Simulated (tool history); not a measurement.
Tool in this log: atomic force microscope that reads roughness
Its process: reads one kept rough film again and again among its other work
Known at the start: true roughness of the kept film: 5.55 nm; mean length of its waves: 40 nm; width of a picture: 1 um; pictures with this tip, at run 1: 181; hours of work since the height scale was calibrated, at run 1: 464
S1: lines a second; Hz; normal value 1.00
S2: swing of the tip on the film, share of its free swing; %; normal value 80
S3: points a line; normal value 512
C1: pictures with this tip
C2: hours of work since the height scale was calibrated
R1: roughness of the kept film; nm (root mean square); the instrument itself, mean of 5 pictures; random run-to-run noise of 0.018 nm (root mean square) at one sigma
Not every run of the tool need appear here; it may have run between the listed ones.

run	hour	S1	S2	S3	C1	C2	R1
1	0.0	1.00	80	512	181	464	3.582
2	15.7	1.00	80	651	216	474	3.416
3	25.4	1.00	63	651	237	481	3.567
4	37.7	1.00	63	651	264	489	3.468
5	45.2	1.00	63	651	281	494	3.422
# hour 48.8: new tip fitted
6	53.3	1.00	63	651	10	499	4.543
7	70.3	1.00	63	651	47	511	4.374
8	78.4	0.65	80	339	65	516	4.143
9	93.6	1.00	80	301	99	527	3.793
10	112.1	3.09	80	512	140	539	3.004
11	127.2	2.46	56	964	173	549	3.705
12	142.8	2.46	56	964	208	560	3.590

Alternative continuations, all from the tool just after run 12; predict every row:
A	160.8	1.01	80	512	247	572	?
B	160.8	2.46	64	964	247	572	?
C	160.8	2.78	80	387	247	572	?
D	160.8	1.00	57	274	247	572	?
E	160.8	1.24	65	939	247	572	?

run	R1
A	3.287
B	3.300
C	2.757
D	3.562
E	3.451
Had the tool no hidden state, the same runs would have come out as:
run	R1
A	4.353
B	4.373
C	3.654
D	4.719
E	4.574
